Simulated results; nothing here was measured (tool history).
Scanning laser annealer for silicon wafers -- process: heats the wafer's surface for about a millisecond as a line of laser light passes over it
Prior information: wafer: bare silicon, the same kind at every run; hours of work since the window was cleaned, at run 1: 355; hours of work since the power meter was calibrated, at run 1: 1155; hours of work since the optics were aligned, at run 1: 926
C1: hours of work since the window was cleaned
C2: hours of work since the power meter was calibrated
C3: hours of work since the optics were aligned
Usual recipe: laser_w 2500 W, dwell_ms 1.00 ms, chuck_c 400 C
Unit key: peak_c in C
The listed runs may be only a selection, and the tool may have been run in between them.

{"run": 1, "day": 0.0, "laser_w": 2500, "dwell_ms": 1.0, "chuck_c": 400, "C1": 355, "C2": 1155, "C3": 926, "peak_c": 1078}
{"run": 2, "day": 1.446, "laser_w": 2644, "dwell_ms": 1.0, "chuck_c": 400, "C1": 382, "C2": 1183, "C3": 953, "peak_c": 1119}
{"run": 3, "day": 2.558, "laser_w": 2500, "dwell_ms": 1.0, "chuck_c": 400, "C1": 404, "C2": 1204, "C3": 975, "peak_c": 1075}
{"run": 4, "day": 3.792, "laser_w": 2500, "dwell_ms": 1.0, "chuck_c": 400, "C1": 427, "C2": 1228, "C3": 998, "peak_c": 1076}
{"day": 4.525, "done": "window over the wafer cleaned"}
{"run": 5, "day": 4.525, "laser_w": 2500, "dwell_ms": 1.0, "chuck_c": 400, "C1": 0, "C2": 1240, "C3": 1010, "peak_c": 1111}
{"run": 6, "day": 5.742, "laser_w": 2462, "dwell_ms": 0.95, "chuck_c": 364, "C1": 23, "C2": 1263, "C3": 1034, "peak_c": 1041}
{"run": 7, "day": 6.567, "laser_w": 2411, "dwell_ms": 0.95, "chuck_c": 364, "C1": 39, "C2": 1279, "C3": 1050, "peak_c": 1022}
{"day": 6.762, "done": "laser's power meter calibrated"}
{"run": 8, "day": 7.904, "laser_w": 2261, "dwell_ms": 1.11, "chuck_c": 400, "C1": 62, "C2": 22, "C3": 1073, "peak_c": 1073}
{"run": 9, "day": 8.925, "laser_w": 2156, "dwell_ms": 0.92, "chuck_c": 379, "C1": 82, "C2": 41, "C3": 1092, "peak_c": 955}

Run 10, settings as shown, results not yet in. Your forecast:
{"run": 10, "day": 10.367, "laser_w": 2602, "dwell_ms": 0.71, "chuck_c": 363, "C1": 109, "C2": 69, "C3": 1120, "peak_c": "?"}

peak_c: 961 C
Take away the tool's hidden state, keep the run-to-run variation as it was, and the same run would have given peak_c 967 C.
